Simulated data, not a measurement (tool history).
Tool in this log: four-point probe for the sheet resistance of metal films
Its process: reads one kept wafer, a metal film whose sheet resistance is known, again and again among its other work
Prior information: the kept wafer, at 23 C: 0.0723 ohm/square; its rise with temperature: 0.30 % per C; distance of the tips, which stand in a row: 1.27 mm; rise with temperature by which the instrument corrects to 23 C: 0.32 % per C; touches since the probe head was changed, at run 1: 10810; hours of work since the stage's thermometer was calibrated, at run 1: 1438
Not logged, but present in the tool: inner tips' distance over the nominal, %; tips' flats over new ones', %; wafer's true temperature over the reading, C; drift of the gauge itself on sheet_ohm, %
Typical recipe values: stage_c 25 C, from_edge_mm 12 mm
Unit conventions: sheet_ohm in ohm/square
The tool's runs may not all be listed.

run     day  stage_c  from_edge_mm  touches since the probe head was changed  hours of work since the stage's thermometer was calibrated  sheet_ohm
  1       0       25            12                                     10810                                                        1438   0.072846
  2   0.796       25            12                                     11150                                                        1453   0.072789
  3   2.229       25            12                                     11761                                                        1480   0.072812
  4   2.929       25            12                                     12061                                                        1493   0.072813
  5   4.225       25            12                                     12613                                                        1518   0.072816
  6   4.938       25            12                                     12918                                                        1531   0.072796
  7   6.083       25            12                                     13406                                                        1553   0.072758
  8   7.004       25            12                                     13799                                                        1571   0.072789
  9   8.446       20            12                                     14415                                                        1598   0.072829
 10   9.333       20            12                                     14794                                                        1615   0.072839
 11  10.096       20            12                                     15119                                                        1629   0.072819
 12  11.138       33             6                                     15563                                                        1649   0.073956
 13  12.271       23             8                                     16047                                                        1671   0.073307
 14  13.692       18             8                                     16655                                                        1698   0.073369
 15  14.892       29            34                                     17166                                                        1720   0.072314
 16  16.058       29            34                                     17664                                                        1742   0.072321
 17   17.65       29            34                                     18344                                                        1773   0.072338

Some steps in sheet_ohm, run to run, broken into two amounts with sign: the step expected even without the hidden condition (settings, incoming material, random variation), and the rest, left for the hidden condition together with whatever gauge scatter is not in both the measured and the hidden-condition-free result:
Run 8 -> 9: stage_c 25 -> 20. sheet_ohm +0.00004 ohm/square: hidden state -0.000007, all else +0.000047.
Run 11 -> 12: stage_c 20 -> 33, from_edge_mm 12 -> 6. sheet_ohm +0.001137 ohm/square: hidden state -0.000002, all else +0.001139.
